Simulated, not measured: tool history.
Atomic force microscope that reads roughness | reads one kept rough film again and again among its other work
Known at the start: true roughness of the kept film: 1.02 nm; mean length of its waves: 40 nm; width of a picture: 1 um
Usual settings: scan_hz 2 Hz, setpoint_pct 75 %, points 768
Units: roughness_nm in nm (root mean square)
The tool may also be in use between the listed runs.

{"run": 1, "day": 0.0, "scan_hz": 2, "setpoint_pct": 75, "points": 768, "roughness_nm": 0.937}
{"run": 2, "day": 0.7, "scan_hz": 2, "setpoint_pct": 75, "points": 768, "roughness_nm": 0.924}
{"day": 1.267, "done": "new tip fitted"}
{"run": 3, "day": 1.467, "scan_hz": 1.06, "setpoint_pct": 75, "points": 768, "roughness_nm": 0.96}
{"run": 4, "day": 2.938, "scan_hz": 2.04, "setpoint_pct": 75, "points": 768, "roughness_nm": 0.93}
{"day": 4.429, "done": "new tip fitted"}
{"run": 5, "day": 4.45, "scan_hz": 2, "setpoint_pct": 61, "points": 768, "roughness_nm": 0.972}
{"run": 6, "day": 5.246, "scan_hz": 2, "setpoint_pct": 61, "points": 768, "roughness_nm": 0.97}
{"run": 7, "day": 6.167, "scan_hz": 2, "setpoint_pct": 61, "points": 768, "roughness_nm": 0.971}
{"day": 7.588, "done": "new tip fitted"}
{"run": 8, "day": 7.642, "scan_hz": 2, "setpoint_pct": 61, "points": 768, "roughness_nm": 0.974}
{"run": 9, "day": 8.988, "scan_hz": 2, "setpoint_pct": 61, "points": 768, "roughness_nm": 0.974}
{"run": 10, "day": 9.725, "scan_hz": 2, "setpoint_pct": 61, "points": 768, "roughness_nm": 0.964}
{"run": 11, "day": 10.562, "scan_hz": 2, "setpoint_pct": 61, "points": 768, "roughness_nm": 0.965}
{"day": 10.762, "done": "new tip fitted"}
{"run": 12, "day": 12.079, "scan_hz": 1.36, "setpoint_pct": 79, "points": 768, "roughness_nm": 0.946}
{"run": 13, "day": 13.012, "scan_hz": 2.12, "setpoint_pct": 72, "points": 448, "roughness_nm": 0.937}
{"day": 13.917, "done": "new tip fitted"}
{"run": 14, "day": 14.342, "scan_hz": 2.12, "setpoint_pct": 72, "points": 448, "roughness_nm": 0.933}
{"run": 15, "day": 15.3, "scan_hz": 1.88, "setpoint_pct": 88, "points": 508, "roughness_nm": 0.885}
{"run": 16, "day": 16.129, "scan_hz": 1.88, "setpoint_pct": 88, "points": 601, "roughness_nm": 0.888}
{"day": 17.133, "done": "new tip fitted"}
{"run": 17, "day": 17.133, "scan_hz": 1.88, "setpoint_pct": 88, "points": 601, "roughness_nm": 0.88}
{"run": 18, "day": 18.362, "scan_hz": 0.9, "setpoint_pct": 60, "points": 826, "roughness_nm": 0.982}
{"run": 19, "day": 19.242, "scan_hz": 0.96, "setpoint_pct": 60, "points": 826, "roughness_nm": 0.981}
{"day": 20.367, "done": "new tip fitted"}
{"run": 20, "day": 20.475, "scan_hz": 2.89, "setpoint_pct": 60, "points": 826, "roughness_nm": 0.969}

4 ways to go on from here, each from the tool as it stands after run 20. What would each give?
{"run": "A", "day": 21.804, "scan_hz": 1.01, "setpoint_pct": 82, "points": 624, "roughness_nm": "?"}
{"run": "B", "day": 21.804, "scan_hz": 0.63, "setpoint_pct": 79, "points": 826, "roughness_nm": "?"}
{"run": "C", "day": 21.804, "scan_hz": 2.23, "setpoint_pct": 75, "points": 412, "roughness_nm": "?"}
{"run": "D", "day": 21.804, "scan_hz": 1.09, "setpoint_pct": 83, "points": 430, "roughness_nm": "?"}

run=A roughness_nm=0.946
run=B roughness_nm=0.97
run=C roughness_nm=0.919
run=D roughness_nm=0.939
Without the tool's hidden state the same runs would have given:
run=A roughness_nm=0.947
run=B roughness_nm=0.972
run=C roughness_nm=0.92
run=D roughness_nm=0.94

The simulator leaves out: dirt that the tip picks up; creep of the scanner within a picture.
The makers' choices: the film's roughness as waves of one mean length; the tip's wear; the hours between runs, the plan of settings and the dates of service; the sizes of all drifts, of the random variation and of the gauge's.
